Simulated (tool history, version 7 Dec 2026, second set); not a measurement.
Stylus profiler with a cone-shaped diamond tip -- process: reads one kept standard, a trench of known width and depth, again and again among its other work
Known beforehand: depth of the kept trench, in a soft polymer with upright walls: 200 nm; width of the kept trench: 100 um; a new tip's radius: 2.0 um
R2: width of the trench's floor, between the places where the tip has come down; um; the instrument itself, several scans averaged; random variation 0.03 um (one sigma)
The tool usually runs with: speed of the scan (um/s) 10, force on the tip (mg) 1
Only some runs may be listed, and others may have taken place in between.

{"run": 1, "day": 0.0, "speed of the scan (um/s)": 10, "force on the tip (mg)": 1, "depth of the trench (Å)": 2011, "R2": 98.15}
{"run": 2, "day": 1.25, "speed of the scan (um/s)": 10, "force on the tip (mg)": 1, "depth of the trench (Å)": 2010.8, "R2": 98.15}
{"run": 3, "day": 3.1, "speed of the scan (um/s)": 10, "force on the tip (mg)": 1, "depth of the trench (Å)": 2010.6, "R2": 98.21}
{"run": 4, "day": 5.267, "speed of the scan (um/s)": 10, "force on the tip (mg)": 0.44, "depth of the trench (Å)": 2007.5, "R2": 98.08}
{"run": 5, "day": 6.892, "speed of the scan (um/s)": 10, "force on the tip (mg)": 1, "depth of the trench (Å)": 2011, "R2": 98.09}
{"run": 6, "day": 8.683, "speed of the scan (um/s)": 10, "force on the tip (mg)": 1, "depth of the trench (Å)": 2012.4, "R2": 98.13}
{"run": 7, "day": 10.708, "speed of the scan (um/s)": 10, "force on the tip (mg)": 1, "depth of the trench (Å)": 2009.5, "R2": 98.12}
{"run": 8, "day": 12.338, "speed of the scan (um/s)": 10, "force on the tip (mg)": 1, "depth of the trench (Å)": 2010.8, "R2": 98.05}
{"run": 9, "day": 13.742, "speed of the scan (um/s)": 12, "force on the tip (mg)": 1, "depth of the trench (Å)": 2010.8, "R2": 98}
{"run": 10, "day": 15.808, "speed of the scan (um/s)": 12, "force on the tip (mg)": 1, "depth of the trench (Å)": 2009.9, "R2": 98.03}
{"run": 11, "day": 16.942, "speed of the scan (um/s)": 3, "force on the tip (mg)": 1, "depth of the trench (Å)": 2010.8, "R2": 98.1}
{"run": 12, "day": 18.275, "speed of the scan (um/s)": 3, "force on the tip (mg)": 1, "depth of the trench (Å)": 2010.8, "R2": 98.08}
{"run": 13, "day": 20.112, "speed of the scan (um/s)": 3, "force on the tip (mg)": 1, "depth of the trench (Å)": 2011.9, "R2": 98.06}
{"run": 14, "day": 21.029, "speed of the scan (um/s)": 3, "force on the tip (mg)": 1, "depth of the trench (Å)": 2011.9, "R2": 98.08}
{"run": 15, "day": 22.788, "speed of the scan (um/s)": 3, "force on the tip (mg)": 1, "depth of the trench (Å)": 2010.7, "R2": 98.08}
{"run": 16, "day": 24.55, "speed of the scan (um/s)": 10, "force on the tip (mg)": 1, "depth of the trench (Å)": 2011, "R2": 97.96}
{"run": 17, "day": 25.462, "speed of the scan (um/s)": 26, "force on the tip (mg)": 0.96, "depth of the trench (Å)": 2011.5, "R2": 97.96}
{"run": 18, "day": 27.404, "speed of the scan (um/s)": 26, "force on the tip (mg)": 0.96, "depth of the trench (Å)": 2012.1, "R2": 97.86}
{"run": 19, "day": 29.288, "speed of the scan (um/s)": 12, "force on the tip (mg)": 1.18, "depth of the trench (Å)": 2011.4, "R2": 98}
{"run": 20, "day": 30.988, "speed of the scan (um/s)": 3, "force on the tip (mg)": 0.44, "depth of the trench (Å)": 2007, "R2": 98.03}
{"run": 21, "day": 32.838, "speed of the scan (um/s)": 3, "force on the tip (mg)": 0.44, "depth of the trench (Å)": 2008.2, "R2": 98}
{"run": 22, "day": 34.129, "speed of the scan (um/s)": 3, "force on the tip (mg)": 0.44, "depth of the trench (Å)": 2008.3, "R2": 97.99}
{"run": 23, "day": 35.946, "speed of the scan (um/s)": 3, "force on the tip (mg)": 2.32, "depth of the trench (Å)": 2018, "R2": 97.99}
{"run": 24, "day": 37.683, "speed of the scan (um/s)": 3, "force on the tip (mg)": 2.32, "depth of the trench (Å)": 2017.8, "R2": 97.97}
{"run": 25, "day": 39.421, "speed of the scan (um/s)": 7, "force on the tip (mg)": 2.58, "depth of the trench (Å)": 2021, "R2": 97.98}
{"run": 26, "day": 41.262, "speed of the scan (um/s)": 10, "force on the tip (mg)": 1.81, "depth of the trench (Å)": 2015.9, "R2": 97.97}
{"run": 27, "day": 42.408, "speed of the scan (um/s)": 23, "force on the tip (mg)": 1.89, "depth of the trench (Å)": 2017.2, "R2": 97.95}
{"run": 28, "day": 44.6, "speed of the scan (um/s)": 23, "force on the tip (mg)": 1.89, "depth of the trench (Å)": 2017.9, "R2": 97.85}
{"run": 29, "day": 46.292, "speed of the scan (um/s)": 23, "force on the tip (mg)": 1.89, "depth of the trench (Å)": 2016.4, "R2": 97.88}
{"run": 30, "day": 48.183, "speed of the scan (um/s)": 23, "force on the tip (mg)": 1.89, "depth of the trench (Å)": 2016, "R2": 97.79}
{"run": 31, "day": 49.442, "speed of the scan (um/s)": 5, "force on the tip (mg)": 0.36, "depth of the trench (Å)": 2007.5, "R2": 97.89}
{"run": 32, "day": 50.808, "speed of the scan (um/s)": 5, "force on the tip (mg)": 0.36, "depth of the trench (Å)": 2007.2, "R2": 97.96}

Pick out some run-to-run changes in depth of the trench (Å). Of each, how much would a tool without hidden state show as well, from the settings, what came in and chance, and how much is left for the hidden state and any gauge scatter not in both results compared?
Unlogged tool condition in this case: radius of the tip, um; height scale over the true one, %; drift of the gauge itself on depth_nm, %; drift of the gauge itself on floor_um, %.
Run 3 -> 4: force on the tip (mg) 1 -> 0.44. depth of the trench (Å) -3.1: hidden state +0.1, all else -3.2.
Run 5 -> 6: no setting changed, nothing entered. depth of the trench (Å) +1.4: hidden state +0.2, all else +1.2.
Run 7 -> 8: no setting changed, nothing entered. depth of the trench (Å) +1.3: hidden state +0.1, all else +1.2.
Run 22 -> 23: force on the tip (mg) 0.44 -> 2.32. depth of the trench (Å) +9.7: hidden state +0, all else +9.7.
Run 25 -> 26: speed of the scan (um/s) 7 -> 10, force on the tip (mg) 2.58 -> 1.81. depth of the trench (Å) -5.1: hidden state +0.1, all else -5.2.
Run 30 -> 31: speed of the scan (um/s) 23 -> 5, force on the tip (mg) 1.89 -> 0.36. depth of the trench (Å) -8.5: hidden state +0.1, all else -8.6.

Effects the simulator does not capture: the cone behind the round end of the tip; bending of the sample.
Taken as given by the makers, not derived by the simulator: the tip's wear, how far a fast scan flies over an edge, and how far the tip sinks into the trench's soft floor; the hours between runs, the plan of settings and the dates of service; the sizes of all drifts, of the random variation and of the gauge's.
